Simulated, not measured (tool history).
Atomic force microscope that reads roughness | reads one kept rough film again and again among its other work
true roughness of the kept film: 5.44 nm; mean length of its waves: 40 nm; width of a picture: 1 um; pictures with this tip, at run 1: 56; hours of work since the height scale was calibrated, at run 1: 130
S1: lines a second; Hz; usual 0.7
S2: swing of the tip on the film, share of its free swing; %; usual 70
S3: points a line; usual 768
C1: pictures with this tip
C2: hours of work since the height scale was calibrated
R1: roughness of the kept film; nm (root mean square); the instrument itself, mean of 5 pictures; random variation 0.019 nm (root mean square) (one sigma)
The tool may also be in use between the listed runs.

run 1 hour=0 | S1=0.7 S2=70 S3=768 | C1=56 C2=130 | R1=3.48
run 2 hour=9.1 | S1=0.7 S2=71 S3=768 | C1=68 C2=137 | R1=3.321
-- hour=10.6 new tip fitted
run 3 hour=15.2 | S1=0.7 S2=71 S3=768 | C1=7 C2=141 | R1=4.413
run 4 hour=22.4 | S1=0.7 S2=71 S3=768 | C1=17 C2=147 | R1=4.15
run 5 hour=32.1 | S1=0.7 S2=71 S3=768 | C1=30 C2=154 | R1=3.888
run 6 hour=42.2 | S1=0.7 S2=71 S3=768 | C1=44 C2=162 | R1=3.666
run 7 hour=48.3 | S1=0.7 S2=71 S3=768 | C1=52 C2=166 | R1=3.468
run 8 hour=60 | S1=0.7 S2=70 S3=768 | C1=68 C2=175 | R1=3.267
-- hour=61.2 new tip fitted
run 9 hour=68.8 | S1=0.7 S2=70 S3=768 | C1=11 C2=182 | R1=4.305
run 10 hour=76.5 | S1=0.7 S2=70 S3=768 | C1=21 C2=188 | R1=4.103
run 11 hour=87.9 | S1=0.7 S2=62 S3=768 | C1=37 C2=196 | R1=3.855
run 12 hour=99.5 | S1=0.7 S2=70 S3=768 | C1=53 C2=205 | R1=3.537
run 13 hour=107.6 | S1=0.7 S2=70 S3=514 | C1=64 C2=211 | R1=3.346
-- hour=111.7 new tip fitted
run 14 hour=113.8 | S1=0.7 S2=70 S3=768 | C1=3 C2=216 | R1=4.51
run 15 hour=124.9 | S1=0.7 S2=70 S3=768 | C1=18 C2=224 | R1=4.145
run 16 hour=132.2 | S1=0.812 S2=70 S3=768 | C1=28 C2=230 | R1=3.881
run 17 hour=142.1 | S1=0.7 S2=59 S3=768 | C1=42 C2=237 | R1=3.748
run 18 hour=151.9 | S1=0.7 S2=59 S3=768 | C1=55 C2=245 | R1=3.499
run 19 hour=158.7 | S1=0.7 S2=59 S3=768 | C1=64 C2=250 | R1=3.376
-- hour=163.1 new tip fitted
run 20 hour=170 | S1=0.7 S2=59 S3=768 | C1=9 C2=258 | R1=4.427
run 21 hour=180.6 | S1=0.7 S2=59 S3=768 | C1=24 C2=266 | R1=4.045
-- hour=182.1 height scale calibrated on a step standard
run 22 hour=190.6 | S1=0.7 S2=59 S3=768 | C1=36 C2=6 | R1=3.837
run 23 hour=200.7 | S1=0.7 S2=59 S3=768 | C1=50 C2=14 | R1=3.575
run 24 hour=205.8 | S1=0.7 S2=59 S3=768 | C1=57 C2=18 | R1=3.423
-- hour=215.4 new tip fitted
run 25 hour=218.5 | S1=0.7 S2=70 S3=519 | C1=4 C2=27 | R1=4.447
run 26 hour=224 | S1=0.7 S2=70 S3=849 | C1=11 C2=32 | R1=4.283
run 27 hour=231.2 | S1=0.7 S2=61 S3=599 | C1=21 C2=37 | R1=4.133
-- hour=241 height scale calibrated on a step standard, once more
run 28 hour=241 | S1=0.7 S2=84 S3=768 | C1=33 C2=0 | R1=3.637
run 29 hour=248.9 | S1=0.7 S2=84 S3=768 | C1=44 C2=6 | R1=3.44
run 30 hour=256.1 | S1=1.056 S2=70 S3=768 | C1=54 C2=11 | R1=3.375
run 31 hour=263.6 | S1=1.577 S2=74 S3=626 | C1=64 C2=17 | R1=3.067
-- hour=267.3 new tip fitted
run 32 hour=270 | S1=1.04 S2=70 S3=508 | C1=3 C2=22 | R1=4.43
run 33 hour=278.7 | S1=1.04 S2=70 S3=508 | C1=15 C2=28 | R1=4.125
run 34 hour=291.1 | S1=1.04 S2=70 S3=508 | C1=32 C2=38 | R1=3.776
run 35 hour=303.7 | S1=1.99 S2=75 S3=768 | C1=50 C2=47 | R1=3.186
run 36 hour=310.3 | S1=1.99 S2=75 S3=768 | C1=59 C2=52 | R1=3.037
-- hour=318 new tip fitted
run 37 hour=322.3 | S1=1.99 S2=75 S3=768 | C1=6 C2=61 | R1=3.988
run 38 hour=331.9 | S1=1.99 S2=75 S3=768 | C1=19 C2=69 | R1=3.707
run 39 hour=339.2 | S1=0.823 S2=70 S3=313 | C1=29 C2=74 | R1=3.868
run 40 hour=347.6 | S1=0.823 S2=73 S3=458 | C1=40 C2=81 | R1=3.657
run 41 hour=355.5 | S1=0.795 S2=73 S3=458 | C1=51 C2=87 | R1=3.426
run 42 hour=361 | S1=0.795 S2=73 S3=458 | C1=59 C2=91 | R1=3.339
run 43 hour=366.2 | S1=0.795 S2=73 S3=458 | C1=66 C2=95 | R1=3.236
-- hour=369.6 new tip fitted
run 44 hour=375.5 | S1=0.56 S2=69 S3=768 | C1=8 C2=101 | R1=4.451
run 45 hour=381.7 | S1=0.7 S2=70 S3=554 | C1=17 C2=106 | R1=4.195
run 46 hour=391.8 | S1=2.002 S2=81 S3=768 | C1=30 C2=114 | R1=3.363
run 47 hour=404.2 | S1=1.194 S2=59 S3=532 | C1=47 C2=123 | R1=3.577
run 48 hour=411.6 | S1=0.555 S2=70 S3=566 | C1=58 C2=129 | R1=3.46
-- hour=420.5 new tip fitted
run 49 hour=423.1 | S1=0.555 S2=70 S3=566 | C1=4 C2=137 | R1=4.484
run 50 hour=429.3 | S1=0.555 S2=70 S3=566 | C1=12 C2=142 | R1=4.302
run 51 hour=439.9 | S1=0.555 S2=70 S3=566 | C1=27 C2=150 | R1=3.982
run 52 hour=450.3 | S1=0.55 S2=59 S3=768 | C1=41 C2=158 | R1=3.776

5 ways to go on from here, each from the tool as it stands after run 52. What would each give?
run A hour=459.3 | S1=3.383 S2=56 S3=768 | C1=53 C2=165 | R1=?
run B hour=459.3 | S1=0.55 S2=59 S3=691 | C1=53 C2=165 | R1=?
run C hour=459.3 | S1=1.144 S2=58 S3=768 | C1=53 C2=165 | R1=?
run D hour=459.3 | S1=0.7 S2=70 S3=426 | C1=53 C2=165 | R1=?
run E hour=459.3 | S1=2.783 S2=62 S3=759 | C1=53 C2=165 | R1=?

run=A R1=3.346
run=B R1=3.528
run=C R1=3.517
run=D R1=3.485
run=E R1=3.305
Without the tool's hidden state the same runs would have given:
run=A R1=4.408
run=B R1=4.65
run=C R1=4.634
run=D R1=4.593
run=E R1=4.356

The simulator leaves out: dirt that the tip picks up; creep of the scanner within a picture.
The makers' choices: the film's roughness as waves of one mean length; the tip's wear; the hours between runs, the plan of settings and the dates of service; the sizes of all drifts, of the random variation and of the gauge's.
